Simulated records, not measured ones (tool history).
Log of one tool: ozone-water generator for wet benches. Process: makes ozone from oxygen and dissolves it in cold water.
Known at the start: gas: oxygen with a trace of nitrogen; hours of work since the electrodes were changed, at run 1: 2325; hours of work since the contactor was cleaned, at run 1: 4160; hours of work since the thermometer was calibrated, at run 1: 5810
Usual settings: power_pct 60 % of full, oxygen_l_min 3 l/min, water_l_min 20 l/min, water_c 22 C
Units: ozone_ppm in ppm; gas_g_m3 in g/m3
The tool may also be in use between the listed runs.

run    hour  power_pct  oxygen_l_min  water_l_min  water_c  hours of work since the electrodes were changed  hours of work since the contactor was cleaned  hours of work since the thermometer was calibrated  ozone_ppm  gas_g_m3
  1       0         60             3           20       22                                             2325                                           4160                                                5810       11.2     192.8
      124.9  -- water thermometer calibrated
  2   124.9         60             3           20       22                                             2433                                           4268                                                   0       10.8     193.7
  3   242.6         60          4.08           20       22                                             2536                                           4371                                                 102       12.1     173.4
  4   365.8         60          4.08           20       22                                             2643                                           4478                                                 209       11.7     174.6
  5   462.7         61             3           20       22                                             2727                                           4562                                                 293       11.1     195.2
  6   534.7         60             3           14       22                                             2789                                           4624                                                 356       15.8     193.2
  7     613         60             3           20       22                                             2857                                           4692                                                 424       10.8     193.7
  8   683.1         60             3           20       22                                             2918                                           4753                                                 485         11     192.8
  9   813.9         78             3           27       22                                             3032                                           4867                                                 599        9.3     230.9
 10   881.4         60          2.72           19       22                                             3090                                           4926                                                 657       11.2     196.6
 11  1006.6         80             3           16       15                                             3199                                           5034                                                 766       18.1     234.6
 12    1067         80          2.18           22       15                                             3252                                           5087                                                 818       11.1     260.9
 13    1199         60          1.95           20       22                                             3366                                           5201                                                 933        9.1     219.3
 14  1334.5         41             3           20       18                                             3484                                           5319                                                1051        8.7     146.6
 15  1417.3         41             3           20       18                                             3556                                           5391                                                1123        8.6     145.7

Forecast each of these 5 alternatives for the next run:
  A  1483.2         53             3           15       18                                             3613                                           5448                                                1180          ?         ?
  B  1483.2         53          1.84           20       16                                             3613                                           5448                                                1180          ?         ?
  C  1483.2         42          3.48           20       19                                             3613                                           5448                                                1180          ?         ?
  D  1483.2         41             3           20       26                                             3613                                           5448                                                1180          ?         ?
  E  1483.2         41             3           24       19                                             3613                                           5448                                                1180          ?         ?

run  ozone_ppm  gas_g_m3
  A       13.9     174.8
  B        8.7     204.6
  C        9.3     141.9
  D        7.9       146
  E        6.9       147
Without the tool's hidden state the same runs would have given:
run  ozone_ppm  gas_g_m3
  A       15.3     182.2
  B        9.7     213.3
  C       10.2     146.7
  D        8.7     150.9
  E        7.7     151.8

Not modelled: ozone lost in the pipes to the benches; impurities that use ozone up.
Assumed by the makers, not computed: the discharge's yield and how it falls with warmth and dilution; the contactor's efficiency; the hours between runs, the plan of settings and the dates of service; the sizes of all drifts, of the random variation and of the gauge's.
